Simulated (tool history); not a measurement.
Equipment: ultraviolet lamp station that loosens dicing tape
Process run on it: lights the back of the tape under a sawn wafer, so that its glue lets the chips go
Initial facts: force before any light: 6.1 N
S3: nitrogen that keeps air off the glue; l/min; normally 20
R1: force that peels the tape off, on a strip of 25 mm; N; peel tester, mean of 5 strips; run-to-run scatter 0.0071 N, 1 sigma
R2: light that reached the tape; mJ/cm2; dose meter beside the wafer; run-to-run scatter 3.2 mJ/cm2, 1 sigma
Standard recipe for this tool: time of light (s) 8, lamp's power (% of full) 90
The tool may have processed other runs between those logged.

run 1 hour=0.0 | time_of_light_(s)=8 lamp's_power_(%_of_full)=90 S3=20 | R1=0.335 R2=438
run 2 hour=11.0 | time_of_light_(s)=5 lamp's_power_(%_of_full)=90 S3=20 | R1=0.914 R2=270
run 3 hour=23.6 | time_of_light_(s)=8 lamp's_power_(%_of_full)=90 S3=20 | R1=0.358 R2=428
run 4 hour=36.3 | time_of_light_(s)=8 lamp's_power_(%_of_full)=90 S3=20 | R1=0.356 R2=427
run 5 hour=42.2 | time_of_light_(s)=10 lamp's_power_(%_of_full)=90 S3=20 | R1=0.217 R2=536
run 6 hour=50.8 | time_of_light_(s)=10 lamp's_power_(%_of_full)=90 S3=20 | R1=0.211 R2=530
run 7 hour=61.2 | time_of_light_(s)=10 lamp's_power_(%_of_full)=90 S3=20 | R1=0.219 R2=534
run 8 hour=66.8 | time_of_light_(s)=10 lamp's_power_(%_of_full)=90 S3=20 | R1=0.229 R2=525
run 9 hour=80.1 | time_of_light_(s)=8 lamp's_power_(%_of_full)=90 S3=20 | R1=0.359 R2=422
run 10 hour=91.1 | time_of_light_(s)=8 lamp's_power_(%_of_full)=90 S3=20 | R1=0.367 R2=416
run 11 hour=102.0 | time_of_light_(s)=8 lamp's_power_(%_of_full)=90 S3=20 | R1=0.380 R2=409
run 12 hour=110.6 | time_of_light_(s)=8 lamp's_power_(%_of_full)=90 S3=20 | R1=0.374 R2=411
run 13 hour=117.7 | time_of_light_(s)=8 lamp's_power_(%_of_full)=90 S3=20 | R1=0.386 R2=410
run 14 hour=126.7 | time_of_light_(s)=8 lamp's_power_(%_of_full)=90 S3=20 | R1=0.398 R2=405
run 15 hour=135.3 | time_of_light_(s)=8 lamp's_power_(%_of_full)=90 S3=20 | R1=0.394 R2=404
run 16 hour=143.5 | time_of_light_(s)=8 lamp's_power_(%_of_full)=83 S3=20 | R1=0.474 R2=377
run 17 hour=151.4 | time_of_light_(s)=8 lamp's_power_(%_of_full)=83 S3=20 | R1=0.492 R2=371
run 18 hour=160.3 | time_of_light_(s)=8 lamp's_power_(%_of_full)=83 S3=20 | R1=0.478 R2=367
run 19 hour=169.5 | time_of_light_(s)=8 lamp's_power_(%_of_full)=83 S3=20 | R1=0.509 R2=370
run 20 hour=178.9 | time_of_light_(s)=8 lamp's_power_(%_of_full)=83 S3=20 | R1=0.509 R2=365
run 21 hour=185.9 | time_of_light_(s)=8 lamp's_power_(%_of_full)=83 S3=20 | R1=0.505 R2=365
run 22 hour=195.4 | time_of_light_(s)=8 lamp's_power_(%_of_full)=83 S3=20 | R1=0.504 R2=364
run 23 hour=201.1 | time_of_light_(s)=8 lamp's_power_(%_of_full)=83 S3=20 | R1=0.536 R2=359
run 24 hour=208.9 | time_of_light_(s)=8 lamp's_power_(%_of_full)=83 S3=20 | R1=0.519 R2=361
run 25 hour=220.3 | time_of_light_(s)=11 lamp's_power_(%_of_full)=83 S3=20 | R1=0.261 R2=487
run 26 hour=232.2 | time_of_light_(s)=5 lamp's_power_(%_of_full)=74 S3=14 | R1=1.667 R2=201
run 27 hour=241.5 | time_of_light_(s)=7 lamp's_power_(%_of_full)=84 S3=15 | R1=0.829 R2=317
-- hour=249.5 window cleaned of glue's vapour
run 28 hour=252.7 | time_of_light_(s)=13 lamp's_power_(%_of_full)=75 S3=20 | R1=0.168 R2=614
run 29 hour=265.1 | time_of_light_(s)=13 lamp's_power_(%_of_full)=75 S3=20 | R1=0.172 R2=600
run 30 hour=273.9 | time_of_light_(s)=6 lamp's_power_(%_of_full)=74 S3=20 | R1=0.893 R2=273
run 31 hour=283.9 | time_of_light_(s)=6 lamp's_power_(%_of_full)=71 S3=24 | R1=0.860 R2=259
run 32 hour=296.3 | time_of_light_(s)=12 lamp's_power_(%_of_full)=69 S3=15 | R1=0.301 R2=510
run 33 hour=302.0 | time_of_light_(s)=12 lamp's_power_(%_of_full)=69 S3=15 | R1=0.294 R2=501
run 34 hour=310.8 | time_of_light_(s)=10 lamp's_power_(%_of_full)=83 S3=38 | R1=0.179 R2=507
run 35 hour=320.1 | time_of_light_(s)=10 lamp's_power_(%_of_full)=83 S3=38 | R1=0.184 R2=500
run 36 hour=329.5 | time_of_light_(s)=10 lamp's_power_(%_of_full)=83 S3=38 | R1=0.173 R2=494
run 37 hour=338.5 | time_of_light_(s)=8 lamp's_power_(%_of_full)=90 S3=34 | R1=0.262 R2=430
run 38 hour=348.1 | time_of_light_(s)=8 lamp's_power_(%_of_full)=90 S3=34 | R1=0.252 R2=423
run 39 hour=355.7 | time_of_light_(s)=8 lamp's_power_(%_of_full)=90 S3=34 | R1=0.269 R2=429
run 40 hour=368.1 | time_of_light_(s)=8 lamp's_power_(%_of_full)=90 S3=34 | R1=0.254 R2=428
run 41 hour=380.3 | time_of_light_(s)=7 lamp's_power_(%_of_full)=66 S3=34 | R1=0.694 R2=272
run 42 hour=393.6 | time_of_light_(s)=13 lamp's_power_(%_of_full)=66 S3=10 | R1=0.414 R2=500
run 43 hour=401.4 | time_of_light_(s)=13 lamp's_power_(%_of_full)=66 S3=7 | R1=0.555 R2=497

Forecast each of these 5 alternatives for the next run:
run A hour=412.7 | time_of_light_(s)=6 lamp's_power_(%_of_full)=94 S3=20 | R1=? R2=?
run B hour=412.7 | time_of_light_(s)=11 lamp's_power_(%_of_full)=90 S3=23 | R1=? R2=?
run C hour=412.7 | time_of_light_(s)=5 lamp's_power_(%_of_full)=83 S3=7 | R1=? R2=?
run D hour=412.7 | time_of_light_(s)=8 lamp's_power_(%_of_full)=90 S3=12 | R1=? R2=?
run E hour=412.7 | time_of_light_(s)=8 lamp's_power_(%_of_full)=84 S3=20 | R1=? R2=?

run=A R1=0.632 R2=323
run=B R1=0.178 R2=573
run=C R1=1.866 R2=239
run=D R1=0.542 R2=419
run=E R1=0.445 R2=392
The same runs, with their run-to-run variation unchanged, on a tool lacking any hidden condition would have given:
run=A R1=0.428 R2=389
run=B R1=0.136 R2=690
run=C R1=1.471 R2=288
run=D R1=0.360 R2=504
run=E R1=0.292 R2=472

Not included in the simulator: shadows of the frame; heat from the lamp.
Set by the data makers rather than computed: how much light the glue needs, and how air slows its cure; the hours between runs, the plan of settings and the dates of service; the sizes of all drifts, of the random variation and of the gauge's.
